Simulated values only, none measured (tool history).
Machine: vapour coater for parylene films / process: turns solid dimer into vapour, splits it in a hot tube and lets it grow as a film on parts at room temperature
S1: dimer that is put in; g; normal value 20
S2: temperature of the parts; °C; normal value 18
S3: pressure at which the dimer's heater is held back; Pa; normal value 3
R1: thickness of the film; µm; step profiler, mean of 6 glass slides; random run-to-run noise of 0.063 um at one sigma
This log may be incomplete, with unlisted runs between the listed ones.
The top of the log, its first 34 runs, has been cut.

{"run": 35, "hour": 1322.9, "S1": 16, "S2": 13, "S3": 2.47, "R1": 6.62}
{"run": 36, "hour": 1374.6, "S1": 16, "S2": 13, "S3": 2.47, "R1": 6.68}
{"run": 37, "hour": 1416.3, "S1": 36, "S2": 18, "S3": 6.7, "R1": 10.86}
{"run": 38, "hour": 1457.3, "S1": 20, "S2": 16, "S3": 9.19, "R1": 6.18}
{"run": 39, "hour": 1492.5, "S1": 27, "S2": 22, "S3": 9.57, "R1": 6.58}
{"run": 40, "hour": 1542.1, "S1": 27, "S2": 22, "S3": 2.62, "R1": 8.32}
{"run": 41, "hour": 1584.8, "S1": 12, "S2": 19, "S3": 4.29, "R1": 3.71}
{"run": 42, "hour": 1616.9, "S1": 10, "S2": 18, "S3": 3, "R1": 3.48}

Forecast each of these 4 alternatives for the next run:
{"run": "A", "hour": 1655.6, "S1": 10, "S2": 18, "S3": 3.55, "R1": "?"}
{"run": "B", "hour": 1655.6, "S1": 19, "S2": 18, "S3": 3, "R1": "?"}
{"run": "C", "hour": 1655.6, "S1": 27, "S2": 19, "S3": 5.14, "R1": "?"}
{"run": "D", "hour": 1655.6, "S1": 16, "S2": 18, "S3": 3, "R1": "?"}

run=A R1=3.32
run=B R1=6.55
run=C R1=7.99
run=D R1=5.55
With the hidden condition removed and each run's random variation left untouched, the same runs would have given:
run=A R1=3.62
run=B R1=7.14
run=C R1=8.71
run=D R1=6.06

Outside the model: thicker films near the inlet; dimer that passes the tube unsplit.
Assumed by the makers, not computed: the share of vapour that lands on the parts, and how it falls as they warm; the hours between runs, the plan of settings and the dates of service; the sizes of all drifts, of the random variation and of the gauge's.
